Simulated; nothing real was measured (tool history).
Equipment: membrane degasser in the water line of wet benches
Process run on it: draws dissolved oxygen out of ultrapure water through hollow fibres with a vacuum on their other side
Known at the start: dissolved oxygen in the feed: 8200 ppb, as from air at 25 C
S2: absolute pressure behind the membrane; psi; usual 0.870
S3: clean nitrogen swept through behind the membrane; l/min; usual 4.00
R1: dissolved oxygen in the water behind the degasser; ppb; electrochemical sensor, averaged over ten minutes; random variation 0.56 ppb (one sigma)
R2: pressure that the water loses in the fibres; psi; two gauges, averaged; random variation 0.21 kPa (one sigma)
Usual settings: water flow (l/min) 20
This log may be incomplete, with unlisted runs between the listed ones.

{"run": 1, "day": 0.0, "water flow (l/min)": 20, "S2": 0.87, "S3": 4.0, "R1": 59.3, "R2": 7.768}
{"run": 2, "day": 5.975, "water flow (l/min)": 20, "S2": 0.87, "S3": 4.0, "R1": 59.9, "R2": 7.871}
{"run": 3, "day": 14.779, "water flow (l/min)": 20, "S2": 0.87, "S3": 4.0, "R1": 60.3, "R2": 7.902}
{"run": 4, "day": 20.675, "water flow (l/min)": 20, "S2": 0.87, "S3": 4.0, "R1": 61.4, "R2": 7.919}
{"run": 5, "day": 28.108, "water flow (l/min)": 20, "S2": 2.173, "S3": 4.0, "R1": 167.2, "R2": 7.907}
{"run": 6, "day": 32.0, "water flow (l/min)": 13, "S2": 0.87, "S3": 4.0, "R1": 32.2, "R2": 5.079}
{"run": 7, "day": 38.95, "water flow (l/min)": 20, "S2": 0.804, "S3": 4.0, "R1": 56.4, "R2": 7.903}
{"run": 8, "day": 43.192, "water flow (l/min)": 20, "S2": 0.804, "S3": 4.0, "R1": 56.1, "R2": 7.945}
{"run": 9, "day": 50.917, "water flow (l/min)": 20, "S2": 0.804, "S3": 4.0, "R1": 56.9, "R2": 7.973}
{"run": 10, "day": 56.971, "water flow (l/min)": 20, "S2": 0.87, "S3": 4.0, "R1": 63.2, "R2": 7.992}
{"run": 11, "day": 64.862, "water flow (l/min)": 20, "S2": 0.87, "S3": 4.0, "R1": 63.8, "R2": 8.009}
{"day": 65.467, "done": "vacuum gauge calibrated"}
{"run": 12, "day": 68.496, "water flow (l/min)": 20, "S2": 0.87, "S3": 4.0, "R1": 65.8, "R2": 8.006}
{"day": 71.954, "done": "seals of the vacuum lines changed"}
{"run": 13, "day": 76.879, "water flow (l/min)": 20, "S2": 0.87, "S3": 4.0, "R1": 64.4, "R2": 8.057}
{"day": 81.325, "done": "vacuum gauge calibrated, once more"}
{"run": 14, "day": 81.325, "water flow (l/min)": 20, "S2": 0.87, "S3": 2.09, "R1": 88.2, "R2": 8.015}
{"run": 15, "day": 88.146, "water flow (l/min)": 20, "S2": 0.87, "S3": 2.09, "R1": 87.9, "R2": 8.092}
{"run": 16, "day": 93.525, "water flow (l/min)": 20, "S2": 0.87, "S3": 2.09, "R1": 88.2, "R2": 8.126}
{"run": 17, "day": 99.208, "water flow (l/min)": 20, "S2": 0.87, "S3": 2.09, "R1": 88.8, "R2": 8.108}
{"run": 18, "day": 104.229, "water flow (l/min)": 20, "S2": 0.87, "S3": 2.09, "R1": 88.1, "R2": 8.108}
{"run": 19, "day": 108.1, "water flow (l/min)": 17, "S2": 1.331, "S3": 4.0, "R1": 78.6, "R2": 6.926}
{"run": 20, "day": 112.088, "water flow (l/min)": 28, "S2": 1.421, "S3": 8.82, "R1": 114.8, "R2": 11.319}
{"run": 21, "day": 116.738, "water flow (l/min)": 20, "S2": 1.684, "S3": 9.78, "R1": 68.4, "R2": 8.163}
{"run": 22, "day": 122.292, "water flow (l/min)": 18, "S2": 1.684, "S3": 2.14, "R1": 186.6, "R2": 7.397}
{"run": 23, "day": 127.8, "water flow (l/min)": 18, "S2": 1.684, "S3": 2.14, "R1": 187.0, "R2": 7.364}
{"run": 24, "day": 136.262, "water flow (l/min)": 20, "S2": 0.87, "S3": 6.93, "R1": 48.5, "R2": 8.229}
{"run": 25, "day": 144.725, "water flow (l/min)": 16, "S2": 0.87, "S3": 6.24, "R1": 32.3, "R2": 6.57}
{"run": 26, "day": 148.612, "water flow (l/min)": 16, "S2": 0.87, "S3": 6.24, "R1": 32.3, "R2": 6.57}
{"run": 27, "day": 157.283, "water flow (l/min)": 20, "S2": 1.279, "S3": 1.7, "R1": 184.3, "R2": 8.222}
{"run": 28, "day": 163.508, "water flow (l/min)": 22, "S2": 1.729, "S3": 2.14, "R1": 250.6, "R2": 9.108}
{"run": 29, "day": 169.158, "water flow (l/min)": 22, "S2": 0.833, "S3": 2.14, "R1": 100.6, "R2": 9.074}
{"run": 30, "day": 175.262, "water flow (l/min)": 22, "S2": 0.833, "S3": 2.14, "R1": 100.4, "R2": 9.21}
{"day": 180.717, "done": "membrane cartridge changed"}
{"run": 31, "day": 183.588, "water flow (l/min)": 16, "S2": 1.697, "S3": 6.33, "R1": 62.1, "R2": 5.889}

Branching from run 31: 4 alternative next runs. What would each branch give?
{"run": "A", "day": 189.012, "water flow (l/min)": 20, "S2": 1.754, "S3": 4.0, "R1": "?", "R2": "?"}
{"run": "B", "day": 189.012, "water flow (l/min)": 25, "S2": 0.577, "S3": 2.68, "R1": "?", "R2": "?"}
{"run": "C", "day": 189.012, "water flow (l/min)": 18, "S2": 1.955, "S3": 4.0, "R1": "?", "R2": "?"}
{"run": "D", "day": 189.012, "water flow (l/min)": 19, "S2": 0.844, "S3": 7.64, "R1": "?", "R2": "?"}

run=A R1=123.2 R2=7.301
run=B R1=48.1 R2=9.211
run=C R1=127.7 R2=6.535
run=D R1=29.0 R2=6.950
Stripped of hidden state, with their random variation kept, the same runs would have yielded:
run=A R1=118.9 R2=7.282
run=B R1=43.9 R2=9.188
run=C R1=123.2 R2=6.518
run=D R1=27.4 R2=6.933
